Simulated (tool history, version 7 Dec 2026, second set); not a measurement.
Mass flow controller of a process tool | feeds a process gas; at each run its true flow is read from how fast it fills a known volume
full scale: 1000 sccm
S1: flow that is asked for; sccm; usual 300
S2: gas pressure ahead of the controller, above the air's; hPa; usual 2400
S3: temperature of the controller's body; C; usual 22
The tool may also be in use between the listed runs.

{"run": 1, "hour": 0.0, "S1": 300, "S2": 2400, "S3": 22, "true flow (%)": 97.96}
{"run": 2, "hour": 108.0, "S1": 300, "S2": 2520, "S3": 22, "true flow (%)": 97.96}
{"run": 3, "hour": 179.1, "S1": 300, "S2": 2620, "S3": 22, "true flow (%)": 98.01}
{"run": 4, "hour": 263.6, "S1": 300, "S2": 2620, "S3": 22, "true flow (%)": 97.95}
{"run": 5, "hour": 340.2, "S1": 300, "S2": 2620, "S3": 22, "true flow (%)": 97.94}
{"run": 6, "hour": 424.7, "S1": 300, "S2": 2400, "S3": 22, "true flow (%)": 98.0}
{"run": 7, "hour": 541.9, "S1": 300, "S2": 2400, "S3": 22, "true flow (%)": 97.95}
{"run": 8, "hour": 657.4, "S1": 300, "S2": 2400, "S3": 22, "true flow (%)": 98.08}
{"run": 9, "hour": 745.4, "S1": 300, "S2": 2400, "S3": 22, "true flow (%)": 97.96}
{"run": 10, "hour": 876.4, "S1": 300, "S2": 2370, "S3": 22, "true flow (%)": 98.05}
{"run": 11, "hour": 952.2, "S1": 300, "S2": 2400, "S3": 24, "true flow (%)": 97.92}
{"run": 12, "hour": 1062.1, "S1": 300, "S2": 1840, "S3": 22, "true flow (%)": 97.9}
{"run": 13, "hour": 1130.9, "S1": 300, "S2": 1840, "S3": 22, "true flow (%)": 97.93}
{"run": 14, "hour": 1228.2, "S1": 300, "S2": 1840, "S3": 22, "true flow (%)": 97.78}
{"run": 15, "hour": 1327.1, "S1": 326, "S2": 1840, "S3": 22, "true flow (%)": 97.88}
{"run": 16, "hour": 1474.4, "S1": 326, "S2": 1840, "S3": 22, "true flow (%)": 97.92}
{"run": 17, "hour": 1614.2, "S1": 326, "S2": 1840, "S3": 22, "true flow (%)": 97.97}
{"run": 18, "hour": 1752.0, "S1": 326, "S2": 1840, "S3": 22, "true flow (%)": 97.94}
{"run": 19, "hour": 1847.6, "S1": 465, "S2": 2370, "S3": 22, "true flow (%)": 98.52}
{"run": 20, "hour": 1925.2, "S1": 876, "S2": 1440, "S3": 24, "true flow (%)": 99.47}
{"run": 21, "hour": 2032.3, "S1": 202, "S2": 1440, "S3": 33, "true flow (%)": 96.74}
{"run": 22, "hour": 2144.3, "S1": 202, "S2": 1440, "S3": 33, "true flow (%)": 96.81}
{"run": 23, "hour": 2288.1, "S1": 300, "S2": 1690, "S3": 27, "true flow (%)": 97.65}
{"run": 24, "hour": 2396.3, "S1": 300, "S2": 1690, "S3": 27, "true flow (%)": 97.7}
{"run": 25, "hour": 2494.8, "S1": 300, "S2": 1690, "S3": 27, "true flow (%)": 97.5}
{"run": 26, "hour": 2592.6, "S1": 921, "S2": 2400, "S3": 27, "true flow (%)": 99.71}
{"run": 27, "hour": 2745.0, "S1": 300, "S2": 2400, "S3": 32, "true flow (%)": 97.54}
{"run": 28, "hour": 2887.6, "S1": 300, "S2": 2320, "S3": 25, "true flow (%)": 97.69}
{"run": 29, "hour": 3036.1, "S1": 300, "S2": 2320, "S3": 25, "true flow (%)": 97.75}

5 ways to go on from here, each from the tool as it stands after run 29. What would each give?
{"run": "A", "hour": 3157.9, "S1": 300, "S2": 2400, "S3": 38, "true flow (%)": "?"}
{"run": "B", "hour": 3157.9, "S1": 605, "S2": 1880, "S3": 31, "true flow (%)": "?"}
{"run": "C", "hour": 3157.9, "S1": 634, "S2": 2400, "S3": 40, "true flow (%)": "?"}
{"run": "D", "hour": 3157.9, "S1": 181, "S2": 1580, "S3": 23, "true flow (%)": "?"}
{"run": "E", "hour": 3157.9, "S1": 468, "S2": 2530, "S3": 28, "true flow (%)": "?"}

run=A true_flow_(%)=97.04
run=B true_flow_(%)=98.32
run=C true_flow_(%)=98.16
run=D true_flow_(%)=97.40
run=E true_flow_(%)=98.38
Without the tool's hidden state the same runs would have given:
run=A true_flow_(%)=97.04
run=B true_flow_(%)=98.32
run=C true_flow_(%)=98.16
run=D true_flow_(%)=97.40
run=E true_flow_(%)=98.38
